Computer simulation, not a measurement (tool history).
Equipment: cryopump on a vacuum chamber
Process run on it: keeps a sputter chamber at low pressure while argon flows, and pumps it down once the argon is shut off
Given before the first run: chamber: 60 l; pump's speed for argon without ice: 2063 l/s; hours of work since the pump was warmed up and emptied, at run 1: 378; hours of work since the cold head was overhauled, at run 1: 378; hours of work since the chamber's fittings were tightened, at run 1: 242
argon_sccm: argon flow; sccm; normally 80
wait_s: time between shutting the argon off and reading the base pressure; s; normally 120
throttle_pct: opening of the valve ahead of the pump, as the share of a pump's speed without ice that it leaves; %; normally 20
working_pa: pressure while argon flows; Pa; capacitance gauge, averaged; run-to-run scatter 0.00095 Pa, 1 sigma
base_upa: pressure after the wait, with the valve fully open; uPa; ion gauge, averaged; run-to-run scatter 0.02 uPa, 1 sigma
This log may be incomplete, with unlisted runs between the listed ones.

run,day,argon_sccm,wait_s,throttle_pct,hours of work since the pump was warmed up and emptied,hours of work since the cold head was overhauled,hours of work since the chamber's fittings were tightened,working_pa,base_upa
1,0,80,120,20,378,378,242,0.3323,0.43
2,1.558,80,120,20,404,404,267,0.3327,0.47
3,2.904,80,120,20,426,426,289,0.3316,0.5
4,3.942,80,120,20,442,442,306,0.3323,0.48
5,4.917,80,120,20,458,458,322,0.3326,0.48
6,6.55,80,120,20,485,485,348,0.333,0.53
7,8.638,85,120,20,519,519,382,0.3543,0.51
8,10.617,85,120,20,551,551,414,0.3526,0.54
9,11.867,80,120,24,571,571,435,0.2786,0.55
10,13.875,80,120,24,604,604,467,0.2793,0.6
11,15.308,80,120,20,627,627,491,0.3349,0.58
12,16.654,80,120,20,649,649,513,0.3346,0.62
13,18.242,80,120,20,675,675,539,0.3363,0.6
14,20.017,80,38,20,704,704,567,0.3363,0.94
15,21.946,80,120,47,735,735,599,0.1475,0.66
16,23.021,80,46,47,753,753,616,0.1474,0.89
17,24.458,80,46,47,776,776,640,0.1482,0.89
18,25.608,80,95,29,795,795,658,0.2336,0.71
19,26.908,37,104,37,816,816,680,0.0858,0.71
20,28.258,37,104,37,838,838,702,0.0863,0.74
21,29.229,51,120,43,854,854,717,0.1036,0.71
22,30.379,69,120,43,873,873,736,0.1396,0.75
23,32.1,35,175,49,901,901,764,0.0627,0.71
24,33.267,35,175,49,920,920,783,0.0628,0.71
25,34.671,80,120,27,942,942,806,0.2529,0.75
26,36.204,80,120,27,967,967,831,0.2533,0.78
27,38.267,80,120,17,1001,1001,864,0.3963,0.83
28,40.162,106,120,20,1032,1032,895,0.4481,0.82
29,41.871,106,120,20,1060,1060,923,0.448,0.84
30,43.842,137,92,51,1092,1092,955,0.2403,0.87
# day 44.525: pump warmed up, emptied and cooled again
31,44.958,137,92,51,7,1106,970,0.221,0.82
32,46.262,93,120,20,28,1128,991,0.3827,0.79
33,47.9,101,102,30,55,1154,1018,0.2776,0.82

Entry by entry between the runs, the difference in hidden state between the last listed run before and the first listed run after:
Between runs 30 and 31: pump warmed up, emptied and cooled again (day 44.525)
  pump's speed, % of a pump's without ice: 85.3 -> 99.6; leak into the chamber, uPa l/s: 1278 -> 1292
  measured result minus the result with no hidden state, working_pa: +0.0209 -> +0.0019 Pa; base_upa: +0.58 -> +0.49 uPa
